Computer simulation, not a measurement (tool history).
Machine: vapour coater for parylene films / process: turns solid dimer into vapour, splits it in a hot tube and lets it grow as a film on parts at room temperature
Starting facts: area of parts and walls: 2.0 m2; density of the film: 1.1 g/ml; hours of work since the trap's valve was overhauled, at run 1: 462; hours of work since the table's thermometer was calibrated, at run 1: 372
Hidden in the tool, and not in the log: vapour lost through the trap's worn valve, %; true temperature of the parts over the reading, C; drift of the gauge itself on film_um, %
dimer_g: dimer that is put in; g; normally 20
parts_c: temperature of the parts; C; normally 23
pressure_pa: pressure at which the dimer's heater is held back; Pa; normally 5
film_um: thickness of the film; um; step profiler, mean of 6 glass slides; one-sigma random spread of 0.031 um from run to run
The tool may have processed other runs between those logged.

run,day,dimer_g,parts_c,pressure_pa,hours of work since the trap's valve was overhauled,hours of work since the table's thermometer was calibrated,film_um
1,0,20,23,5,462,372,4.25
2,1.212,19,23,5,484,394,4.04
3,3.362,19,23,5,523,432,4.04
4,6.221,19,23,5,574,484,4.03
5,8.562,19,23,5,616,526,3.94
# day 9.667: trap's valve overhauled
6,11.104,19,23,5,26,568,4.27
7,12.992,19,23,5,59,602,4.2
8,15.888,19,23,5,111,654,4.15
9,17.446,19,23,5,139,682,4.23
10,18.788,20,23,5,163,706,4.46
11,21.229,20,23,5,207,749,4.4
12,22.621,20,23,5,232,774,4.36
13,24.367,14,23,5,263,806,2.99
14,27.075,20,32,5,312,854,3.63
15,29.675,20,23,3.41,358,901,4.54
16,32.662,20,23,3.41,412,954,4.42
# day 33.517: table's thermometer calibrated
17,35.425,20,23,3.41,461,34,4.53
18,37.779,20,23,5,503,76,4.32
19,40.554,20,23,5,552,126,4.27
20,42.871,20,23,5,594,168,4.28
# day 45.325: trap's valve overhauled
21,45.4,20,23,5,1,210,4.59
22,48.317,20,23,5,54,262,4.55
23,49.962,20,23,5,83,292,4.56
24,52.633,20,23,2,131,339,5.12
25,53.917,12,26,6.96,154,362,2.43
26,56.046,12,26,6.96,192,401,2.42
27,58.812,12,26,6.96,242,450,2.4
28,60.483,12,21,4.02,271,480,2.82
29,61.817,12,21,4.02,295,504,2.81
30,63.075,24,23,7.66,318,526,4.95
31,65.525,24,23,7.66,362,570,4.94
32,68.012,24,23,7.66,406,615,4.82
33,69.833,20,32,10.18,439,647,3.26
34,72.433,20,24,2.45,485,694,4.59
35,74.504,20,22,2.5,523,731,4.76
36,75.962,20,22,2.5,549,757,4.71
37,77.525,20,22,2.5,577,785,4.68
38,79.029,31,23,5,604,812,6.51
# day 80.904: trap's valve overhauled
39,80.904,31,23,5,0,843,6.98
40,83.867,19,23,6.56,53,896,4.04

The next listed run, before its measurement:
41,85.433,19,23,6.56,81,924,?

Logged for run 41: film_um 4.04 um.
With no hidden state in the tool, this same run would have given film_um 4.2 um.

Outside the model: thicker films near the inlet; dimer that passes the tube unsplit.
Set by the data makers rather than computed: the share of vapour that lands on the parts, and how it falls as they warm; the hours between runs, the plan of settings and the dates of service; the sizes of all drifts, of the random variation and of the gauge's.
